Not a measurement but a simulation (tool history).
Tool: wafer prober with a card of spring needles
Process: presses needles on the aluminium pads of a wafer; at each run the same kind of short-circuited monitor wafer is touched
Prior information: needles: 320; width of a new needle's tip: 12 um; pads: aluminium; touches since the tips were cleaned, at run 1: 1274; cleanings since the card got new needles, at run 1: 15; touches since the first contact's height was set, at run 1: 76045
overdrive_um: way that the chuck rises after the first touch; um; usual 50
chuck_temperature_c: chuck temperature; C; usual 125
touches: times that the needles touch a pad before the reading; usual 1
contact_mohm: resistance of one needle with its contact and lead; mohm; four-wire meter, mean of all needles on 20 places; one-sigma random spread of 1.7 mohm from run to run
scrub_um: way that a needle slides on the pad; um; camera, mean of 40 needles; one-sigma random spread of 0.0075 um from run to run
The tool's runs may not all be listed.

run   hour  overdrive_um  chuck_temperature_c  touches  touches since the tips were cleaned  cleanings since the card got new needles  touches since the first contact's height was set  contact_mohm  scrub_um
  1      0            50                  125        1                                 1274                                        15                                             76045           168     6.804
       5.9  -- height of the first contact set anew
       7.1  -- tips cleaned on abrasive film
  2   14.4            50                  125        1                                 3257                                        16                                              3722           168     6.806
      18.2  -- tips cleaned on abrasive film
  3     27            50                   77        1                                 3916                                        17                                              9252           160     6.817
      28.6  -- tips cleaned on abrasive film
      38.5  -- tips cleaned on abrasive film
  4   40.1            50                   77        1                                  716                                        19                                             14966           161     6.821
      48.5  -- tips cleaned on abrasive film
  5   49.8            50                   77        1                                  560                                        20                                             19189           161      6.83
        59  -- tips cleaned on abrasive film
      68.8  -- tips cleaned on abrasive film
  6   68.9            50                   77        1                                   39                                        22                                             27571           159     6.813
      79.5  -- tips cleaned on abrasive film
  7   87.8            50                   77        1                                 3696                                        23                                             35891           160     6.826
      89.9  -- tips cleaned on abrasive film
     100.2  -- tips cleaned on abrasive film
  8  107.8            50                   27        1                                 3349                                        25                                             44655           151     6.824
       110  -- tips cleaned on abrasive film
     119.9  -- tips cleaned on abrasive film
     129.7  -- tips cleaned on abrasive film
  9  129.7            60                   72        3                                    0                                        28                                             54205           158     8.209
 10  138.7            60                   72        3                                 3974                                        28                                             58179           159     8.228
     140.5  -- tips cleaned on abrasive film
     151.5  -- tips cleaned on abrasive film
 11  157.3            43                   72        3                                 2591                                        30                                             66349           159       5.9

The logged runs with the hidden state left out (each run's random variation unchanged):
Hidden state at play: debris on the tips, nm; way that the needles fall short of the set height, um; tips' diameter, um; drift of the gauge itself on contact_mohm, %; drift of the gauge itself on scrub_um, %.
run  scrub_um
  1     6.805
  2     6.801
  3     6.807
  4     6.807
  5     6.813
  6      6.79
  7     6.796
  8     6.787
  9     8.155
 10     8.171
 11     5.854
contact_mohm: within 1 mohm of the measured result in every run.
